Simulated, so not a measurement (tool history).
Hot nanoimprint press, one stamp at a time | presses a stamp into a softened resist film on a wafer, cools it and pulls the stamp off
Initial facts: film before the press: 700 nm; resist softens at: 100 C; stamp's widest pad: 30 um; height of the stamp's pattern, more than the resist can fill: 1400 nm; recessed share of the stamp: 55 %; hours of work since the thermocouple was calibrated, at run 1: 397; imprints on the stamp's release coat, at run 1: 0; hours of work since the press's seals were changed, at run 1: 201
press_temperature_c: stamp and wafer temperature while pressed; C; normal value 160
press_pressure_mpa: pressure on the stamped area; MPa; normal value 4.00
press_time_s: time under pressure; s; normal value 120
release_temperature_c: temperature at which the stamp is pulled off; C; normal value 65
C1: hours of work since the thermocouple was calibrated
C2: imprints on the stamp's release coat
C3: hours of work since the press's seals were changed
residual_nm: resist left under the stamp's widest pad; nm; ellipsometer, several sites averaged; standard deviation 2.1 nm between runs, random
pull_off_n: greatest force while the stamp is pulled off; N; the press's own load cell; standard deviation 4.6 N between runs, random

Run 1, hour 0.0: usual settings; C1 397; C2 0; C3 201. Result: residual_nm 299.8 nm, pull_off_n 216 N.
Run 2, hour 15.3: usual settings; C1 408; C2 49; C3 213. Result: residual_nm 300.1 nm, pull_off_n 212 N.
Run 3, hour 26.5: usual settings; C1 417; C2 86; C3 221. Result: residual_nm 299.0 nm, pull_off_n 215 N.
Run 4, hour 41.0: usual settings; C1 427; C2 132; C3 231. Result: residual_nm 295.4 nm, pull_off_n 210 N.
Run 5, hour 49.2: usual settings; C1 433; C2 158; C3 237. Result: residual_nm 298.4 nm, pull_off_n 221 N.
Run 6, hour 66.2: usual settings; C1 446; C2 213; C3 250. Result: residual_nm 294.1 nm, pull_off_n 218 N.
Run 7, hour 79.6: usual settings; C1 456; C2 257; C3 260. Result: residual_nm 293.0 nm, pull_off_n 218 N.
Run 8, hour 91.9: usual settings but press_pressure_mpa 4.44 MPa, press_time_s 198 s; C1 464; C2 296; C3 269. Result: residual_nm 226.9 nm, pull_off_n 218 N.

The next listed run, before its measurement:
Run 9, hour 101.2: usual settings but press_pressure_mpa 6.21 MPa, press_time_s 119 s; C1 471; C2 326; C3 275. Result: residual_nm ?, pull_off_n ?.

residual_nm: 244.2 nm
pull_off_n: 219 N
Were there no unlogged condition in the tool, this run, its random variation unchanged, would have produced residual_nm 278.6 nm, pull_off_n 221 N.

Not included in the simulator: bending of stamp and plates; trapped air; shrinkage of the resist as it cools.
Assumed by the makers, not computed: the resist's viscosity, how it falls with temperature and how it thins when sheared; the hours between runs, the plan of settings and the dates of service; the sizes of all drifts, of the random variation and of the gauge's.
